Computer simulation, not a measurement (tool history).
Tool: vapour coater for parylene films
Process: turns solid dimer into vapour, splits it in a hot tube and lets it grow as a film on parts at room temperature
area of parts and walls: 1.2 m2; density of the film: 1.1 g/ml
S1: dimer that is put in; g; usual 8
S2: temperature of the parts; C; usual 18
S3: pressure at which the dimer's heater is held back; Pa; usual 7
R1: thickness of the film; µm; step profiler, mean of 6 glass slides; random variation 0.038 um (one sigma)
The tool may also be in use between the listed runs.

run,hour,S1,S2,S3,R1
1,0,8,18,7,3.48
# hour 49.4: trap's valve overhauled
2,49.4,8,18,7,3.76
3,77.3,8,18,7,3.77
4,116,8,18,6.06,3.9
5,172.7,8,18,6.06,3.85
6,223,11,18,7,5.13
7,272.7,11,18,7,5.11
8,306.3,8,18,9.83,3.44
9,364.5,8,17,7,3.84
10,415.9,8,18,7,3.58
11,474.8,8,18,7,3.58
# hour 482.7: table's thermometer calibrated
12,518.2,8,18,7,3.75
13,547.4,6,18,7,2.88
14,607.9,9,18,4.98,4.42
15,637.4,8,18,5.25,3.9
16,666.5,8,11,4.3,5.56
17,704.5,8,23,4.3,3.11
18,744.3,5,21,7,2
19,784.4,5,21,7,1.99
20,840,5,21,7,1.95
21,880.6,4,21,5.06,1.62

Forecast each of these 3 alternatives for the next run:
# hour 891.6: trap's valve overhauled
A,924.8,4,21,5.96,?
# hour 891.6: trap's valve overhauled
B,924.8,3,28,2.39,?
# hour 891.6: trap's valve overhauled
C,924.8,6,14,5.75,?

run,R1
A,1.69
B,1.06
C,3.78
Without the tool's hidden state the same runs would have given:
run,R1
A,1.72
B,1.07
C,3.83

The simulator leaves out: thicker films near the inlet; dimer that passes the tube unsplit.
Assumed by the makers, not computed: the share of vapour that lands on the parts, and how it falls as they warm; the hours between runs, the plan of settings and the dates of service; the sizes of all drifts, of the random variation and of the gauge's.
